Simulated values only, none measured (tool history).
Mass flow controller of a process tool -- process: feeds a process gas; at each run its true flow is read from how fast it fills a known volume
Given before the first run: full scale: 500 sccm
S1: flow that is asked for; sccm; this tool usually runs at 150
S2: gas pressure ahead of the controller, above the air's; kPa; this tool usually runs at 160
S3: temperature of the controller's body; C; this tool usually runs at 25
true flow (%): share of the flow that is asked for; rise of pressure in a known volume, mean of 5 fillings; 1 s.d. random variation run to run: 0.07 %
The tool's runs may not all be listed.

run 1 hour=0 | S1=150 S2=160 S3=25 | true_flow_(%)=98.35
run 2 hour=189.3 | S1=150 S2=160 S3=37 | true_flow_(%)=99.15
run 3 hour=366.4 | S1=150 S2=248 S3=25 | true_flow_(%)=98.41
run 4 hour=606.4 | S1=150 S2=248 S3=25 | true_flow_(%)=98.22
run 5 hour=780.2 | S1=150 S2=248 S3=25 | true_flow_(%)=97.97
run 6 hour=898.8 | S1=150 S2=248 S3=25 | true_flow_(%)=97.94
run 7 hour=1076.8 | S1=150 S2=248 S3=25 | true_flow_(%)=97.83
run 8 hour=1206.1 | S1=231 S2=165 S3=25 | true_flow_(%)=97.94
run 9 hour=1308.4 | S1=62 S2=165 S3=25 | true_flow_(%)=97.16
run 10 hour=1463.4 | S1=150 S2=176 S3=25 | true_flow_(%)=97.39
run 11 hour=1668 | S1=53 S2=160 S3=25 | true_flow_(%)=96.74
run 12 hour=1894.7 | S1=173 S2=187 S3=30 | true_flow_(%)=97.67
run 13 hour=2094.6 | S1=150 S2=200 S3=37 | true_flow_(%)=97.86
run 14 hour=2233.2 | S1=150 S2=206 S3=25 | true_flow_(%)=97.11

Branching from run 14: 5 alternative next runs. What would each branch give?
run A hour=2365 | S1=133 S2=212 S3=26 | true_flow_(%)=?
run B hour=2365 | S1=150 S2=201 S3=25 | true_flow_(%)=?
run C hour=2365 | S1=133 S2=206 S3=25 | true_flow_(%)=?
run D hour=2365 | S1=103 S2=165 S3=21 | true_flow_(%)=?
run E hour=2365 | S1=294 S2=206 S3=25 | true_flow_(%)=?

run=A true_flow_(%)=96.77
run=B true_flow_(%)=96.84
run=C true_flow_(%)=96.82
run=D true_flow_(%)=96.38
run=E true_flow_(%)=97.65
What these runs would have given with no unlogged condition in the tool:
run=A true_flow_(%)=98.36
run=B true_flow_(%)=98.43
run=C true_flow_(%)=98.41
run=D true_flow_(%)=97.97
run=E true_flow_(%)=99.25
